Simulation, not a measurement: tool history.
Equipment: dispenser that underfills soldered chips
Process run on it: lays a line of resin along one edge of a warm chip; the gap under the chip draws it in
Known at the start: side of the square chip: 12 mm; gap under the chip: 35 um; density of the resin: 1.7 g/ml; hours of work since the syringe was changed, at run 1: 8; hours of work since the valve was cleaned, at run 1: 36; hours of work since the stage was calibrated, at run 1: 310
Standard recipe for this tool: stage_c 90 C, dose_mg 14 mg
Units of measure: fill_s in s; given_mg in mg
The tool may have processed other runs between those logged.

run	day	stage_c	dose_mg	hours of work since the syringe was changed	hours of work since the valve was cleaned	hours of work since the stage was calibrated	fill_s	given_mg
1	0	90	14	8	36	310	216.3	13.65
# day 0.15: new syringe of resin
2	0.35	80	14	4	42	316	258.7	13.65
# day 0.558: dispensing valve cleaned and set on the balance
# day 0.721: new syringe of resin
3	1.008	80	14	5	8	327	274.3	13.91
# day 1.271: new syringe of resin
4	1.529	80	14	5	17	336	273.5	13.84
# day 1.825: new syringe of resin
5	2.012	79	14	3	26	345	259.9	13.77
# day 2.362: new syringe of resin
6	2.558	79	14	4	36	355	267.9	13.68
# day 2.912: new syringe of resin
# day 3.129: dispensing valve cleaned and set on the balance
7	3.208	79	14	5	1	366	279.9	13.95
# day 3.529: new syringe of resin
8	3.638	90	14	2	9	373	165.8	13.95
9	3.962	90	14	8	15	379	217.6	13.89
# day 4.088: new syringe of resin
10	4.462	90	14	7	24	388	204.4	13.78
# day 4.625: new syringe of resin
11	4.738	90	14	2	29	393	168.3	13.76
12	5.133	90	14	9	36	400	230.6	13.72
# day 5.192: new syringe of resin
13	5.429	90	13.8	4	41	405	182.5	13.47
# day 5.654: dispensing valve cleaned and set on the balance
# day 5.762: new syringe of resin
14	5.904	90	14	3	4	413	172	13.99
# day 6.296: new syringe of resin
15	6.325	90	14	1	12	421	151.5	13.85
16	6.7	90	14	7	19	427	212.5	13.81
# day 6.833: new syringe of resin
17	7.025	90	14	4	24	433	174.3	13.73
# day 7.404: new syringe of resin
18	7.483	90	14	1	33	441	161.3	13.64
19	7.746	90	14	6	37	446	202.5	13.59
# day 7.988: new syringe of resin
20	8.112	90	14	2	44	453	168.5	13.56
# day 8.204: dispensing valve cleaned and set on the balance
# day 8.583: new syringe of resin
21	8.583	93	15.5	0	7	460	135.9	15.47
# day 9.112: new syringe of resin
22	9.183	104	12.5	1	17	471	102.3	12.35
# day 9.65: new syringe of resin
23	9.65	81	17	0	26	479	203.3	16.74
# day 10.179: new syringe of resin
24	10.225	81	17	1	36	489	214.3	16.59
25	10.529	81	17	6	42	495	289.6	16.55
# day 10.729: new syringe of resin
# day 10.771: dispensing valve cleaned and set on the balance
26	10.854	104	17.3	1	1	500	101.4	17.27
# day 11.312: new syringe of resin
27	11.446	101	14	2	12	511	117.8	13.89
# day 11.858: new syringe of resin
28	11.912	101	14	1	20	519	109.7	13.81
29	12.242	78	13.1	7	26	525	343.6	12.86
# day 12.388: new syringe of resin
# day 12.462: stage's temperature calibrated
30	12.775	100	17.2	6	35	6	130.8	16.82
# day 13.004: new syringe of resin
31	13.1	89	16.8	2	41	11	155.8	16.35
# day 13.362: dispensing valve cleaned and set on the balance
32	13.5	89	16.8	8	3	18	216.8	16.73
# day 13.575: new syringe of resin
33	13.788	90	17.6	4	8	23	169.2	17.47
# day 14.112: new syringe of resin
34	14.112	90	17.6	0	13	29	138.5	17.51

Here are 4 independent what-if runs from the current tool condition. What would each one return?
A	14.592	103	13.5	9	22	37	?	?
B	14.592	79	16.5	9	22	37	?	?
C	14.592	99	12.8	9	22	37	?	?
D	14.592	100	17.6	9	22	37	?	?

run	fill_s	given_mg
A	137.9	13.3
B	317	16.3
C	157.4	12.62
D	148.2	17.34
With no hidden state in the tool, these same runs would have given:
run	fill_s	given_mg
A	88.9	13.51
B	204.6	16.57
C	101.3	12.83
D	95.7	17.62

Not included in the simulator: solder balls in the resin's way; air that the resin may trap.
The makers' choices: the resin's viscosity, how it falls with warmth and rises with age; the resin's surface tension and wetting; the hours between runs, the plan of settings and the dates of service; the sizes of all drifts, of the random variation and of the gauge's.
